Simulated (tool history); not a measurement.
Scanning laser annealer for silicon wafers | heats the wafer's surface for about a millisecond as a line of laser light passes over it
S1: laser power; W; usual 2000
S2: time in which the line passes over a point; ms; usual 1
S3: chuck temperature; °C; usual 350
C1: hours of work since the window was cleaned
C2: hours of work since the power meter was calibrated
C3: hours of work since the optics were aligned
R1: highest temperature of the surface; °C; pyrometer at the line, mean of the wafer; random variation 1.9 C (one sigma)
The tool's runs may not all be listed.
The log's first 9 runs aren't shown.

run 10 hour=159.4 | S1=2000 S2=1 S3=350 | C1=109 C2=586 C3=484 | R1=1157
run 11 hour=173.2 | S1=2000 S2=0.79 S3=350 | C1=118 C2=595 C3=493 | R1=1058
run 12 hour=193.4 | S1=2000 S2=0.79 S3=350 | C1=131 C2=608 C3=506 | R1=1056
run 13 hour=212.3 | S1=2000 S2=0.79 S3=347 | C1=144 C2=621 C3=518 | R1=1055
run 14 hour=233.2 | S1=2000 S2=0.79 S3=347 | C1=157 C2=634 C3=532 | R1=1053
run 15 hour=252.7 | S1=2006 S2=1 S3=350 | C1=170 C2=647 C3=544 | R1=1151
run 16 hour=275.2 | S1=2006 S2=1 S3=350 | C1=185 C2=662 C3=559 | R1=1152
run 17 hour=288.5 | S1=2000 S2=1.04 S3=350 | C1=193 C2=670 C3=568 | R1=1168
run 18 hour=302.2 | S1=1730 S2=1.04 S3=355 | C1=202 C2=679 C3=576 | R1=1030
run 19 hour=323.8 | S1=1936 S2=1.04 S3=355 | C1=216 C2=693 C3=590 | R1=1131
run 20 hour=337.8 | S1=2019 S2=0.88 S3=320 | C1=225 C2=702 C3=600 | R1=1074
run 21 hour=352.7 | S1=1990 S2=1 S3=350 | C1=235 C2=712 C3=609 | R1=1140
run 22 hour=376.9 | S1=1752 S2=1.13 S3=352 | C1=251 C2=728 C3=625 | R1=1060
run 23 hour=394.9 | S1=1752 S2=1.11 S3=361 | C1=262 C2=739 C3=637 | R1=1064
run 24 hour=406.7 | S1=1844 S2=1 S3=348 | C1=270 C2=747 C3=644 | R1=1058
run 25 hour=427 | S1=2000 S2=1 S3=376 | C1=283 C2=760 C3=658 | R1=1160
run 26 hour=440.9 | S1=2090 S2=1.14 S3=376 | C1=292 C2=769 C3=667 | R1=1272
run 27 hour=451.6 | S1=2090 S2=1.14 S3=376 | C1=299 C2=776 C3=673 | R1=1269
run 28 hour=463.6 | S1=2110 S2=0.78 S3=323 | C1=307 C2=784 C3=681 | R1=1060
run 29 hour=475.7 | S1=2000 S2=1 S3=336 | C1=315 C2=792 C3=689 | R1=1115
run 30 hour=492.3 | S1=2039 S2=0.89 S3=350 | C1=326 C2=803 C3=700 | R1=1105
run 31 hour=510.3 | S1=2138 S2=0.79 S3=350 | C1=337 C2=814 C3=712 | R1=1105
run 32 hour=534.8 | S1=2000 S2=0.81 S3=332 | C1=353 C2=830 C3=728 | R1=1029

3 ways to go on from here, each from the tool as it stands after run 32. What would each give?
run A hour=551.6 | S1=2000 S2=1.19 S3=318 | C1=364 C2=841 C3=738 | R1=?
run B hour=551.6 | S1=2074 S2=0.98 S3=350 | C1=364 C2=841 C3=738 | R1=?
run C hour=551.6 | S1=2004 S2=1 S3=350 | C1=364 C2=841 C3=738 | R1=?

run=A R1=1174
run=B R1=1156
run=C R1=1130
Without the tool's hidden state the same runs would have given:
run=A R1=1235
run=B R1=1214
run=C R1=1186
